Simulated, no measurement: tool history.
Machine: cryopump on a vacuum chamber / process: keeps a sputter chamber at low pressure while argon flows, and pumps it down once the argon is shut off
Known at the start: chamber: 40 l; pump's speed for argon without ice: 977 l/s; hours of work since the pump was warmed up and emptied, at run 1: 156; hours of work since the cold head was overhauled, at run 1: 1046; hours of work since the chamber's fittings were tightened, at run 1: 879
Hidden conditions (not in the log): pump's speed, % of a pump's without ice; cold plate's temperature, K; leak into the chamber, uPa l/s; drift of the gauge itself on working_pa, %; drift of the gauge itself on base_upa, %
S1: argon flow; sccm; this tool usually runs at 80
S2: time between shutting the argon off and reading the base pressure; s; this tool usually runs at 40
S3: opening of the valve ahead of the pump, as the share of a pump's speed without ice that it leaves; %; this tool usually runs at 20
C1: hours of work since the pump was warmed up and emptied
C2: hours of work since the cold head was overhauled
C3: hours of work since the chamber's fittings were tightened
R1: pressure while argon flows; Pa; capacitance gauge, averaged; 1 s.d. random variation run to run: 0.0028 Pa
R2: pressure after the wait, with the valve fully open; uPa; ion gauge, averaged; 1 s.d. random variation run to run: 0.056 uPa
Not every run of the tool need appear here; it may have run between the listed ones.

Run 1, hour 0: usual settings; C1 156; C2 1046; C3 879. Result: R1 0.7057 Pa, R2 3.84 uPa.
Run 2, hour 59.7: usual settings; C1 208; C2 1098; C3 931. Result: R1 0.7037 Pa, R2 3.89 uPa.
Run 3, hour 88.2: usual settings; C1 233; C2 1123; C3 956. Result: R1 0.7058 Pa, R2 4.03 uPa.
Run 4, hour 142.1: usual settings; C1 280; C2 1170; C3 1003. Result: R1 0.7003 Pa, R2 3.97 uPa.
Run 5, hour 178.8: usual settings but S1 35 sccm; C1 312; C2 1202; C3 1035. Result: R1 0.3088 Pa, R2 4.05 uPa.
Run 6, hour 237.2: usual settings but S2 287 s; C1 363; C2 1253; C3 1086. Result: R1 0.7067 Pa, R2 0.98 uPa.
Run 7, hour 281.4: usual settings but S3 27 %; C1 401; C2 1292; C3 1125. Result: R1 0.5277 Pa, R2 4.04 uPa.
Run 8, hour 313.4: usual settings but S1 145 sccm; C1 429; C2 1320; C3 1153. Result: R1 1.2822 Pa, R2 3.98 uPa.
Run 9, hour 345.3: usual settings but S1 145 sccm; C1 457; C2 1348; C3 1181. Result: R1 1.2916 Pa, R2 3.99 uPa.
Run 10, hour 373: usual settings but S1 145 sccm; C1 481; C2 1372; C3 1205. Result: R1 1.2968 Pa, R2 4.02 uPa.
Run 11, hour 425.8: usual settings but S1 57 sccm, S2 162 s, S3 53 %; C1 528; C2 1418; C3 1251. Result: R1 0.1998 Pa, R2 1.42 uPa.
Run 12, hour 466.4: usual settings but S1 93 sccm, S3 37 %; C1 563; C2 1454; C3 1286. Result: R1 0.4621 Pa, R2 4.1 uPa.
Run 13, hour 518.4: usual settings but S1 93 sccm, S2 90 s, S3 26 %; C1 608; C2 1499; C3 1332. Result: R1 0.6455 Pa, R2 2.2 uPa.
Run 14, hour 555.7: usual settings but S1 93 sccm, S2 90 s, S3 26 %; C1 641; C2 1532; C3 1364. Result: R1 0.6539 Pa, R2 2.16 uPa.
Run 15, hour 586.7: usual settings but S1 56 sccm, S2 90 s, S3 26 %; C1 668; C2 1559; C3 1391. Result: R1 0.3924 Pa, R2 2.15 uPa.
Run 16, hour 624.8: usual settings but S2 160 s, S3 45 %; C1 701; C2 1592; C3 1425. Result: R1 0.3354 Pa, R2 1.45 uPa.
Run 17, hour 664.3: usual settings but S1 60 sccm, S2 122 s, S3 18 %; C1 736; C2 1626; C3 1459. Result: R1 0.6037 Pa, R2 1.76 uPa.
Run 18, hour 721.9: usual settings but S1 128 sccm, S2 21 s, S3 40 %; C1 786; C2 1677; C3 1510. Result: R1 0.606 Pa, R2 7.37 uPa.

Below are 5 alternative next runs, each starting from the tool's condition after run 18. Predict each:
Run A, hour 775.7: usual settings but S1 113 sccm, S2 21 s, S3 15 %; C1 833; C2 1724; C3 1557. Result: R1 ?, R2 ?.
Run B, hour 775.7: usual settings but S1 41 sccm, S2 125 s, S3 27 %; C1 833; C2 1724; C3 1557. Result: R1 ?, R2 ?.
Run C, hour 775.7: usual settings but S1 76 sccm, S2 29 s, S3 41 %; C1 833; C2 1724; C3 1557. Result: R1 ?, R2 ?.
Run D, hour 775.7: usual settings but S1 128 sccm, S2 21 s, S3 53 %; C1 833; C2 1724; C3 1557. Result: R1 ?, R2 ?.
Run E, hour 775.7: usual settings but S1 85 sccm, S2 80 s, S3 57 %; C1 833; C2 1724; C3 1557. Result: R1 ?, R2 ?.

run      R1    R2
  A  1.3456  7.13
  B  0.2808  1.78
  C  0.3526  5.33
  D  0.4725     7
  E  0.2962  2.38
Take away the tool's hidden state, keep each run's random variation, and the runs would have read:
run      R1    R2
  A  1.2962  6.78
  B  0.2628  1.42
  C  0.3194  4.98
  D  0.4164  6.65
  E  0.2589  2.03

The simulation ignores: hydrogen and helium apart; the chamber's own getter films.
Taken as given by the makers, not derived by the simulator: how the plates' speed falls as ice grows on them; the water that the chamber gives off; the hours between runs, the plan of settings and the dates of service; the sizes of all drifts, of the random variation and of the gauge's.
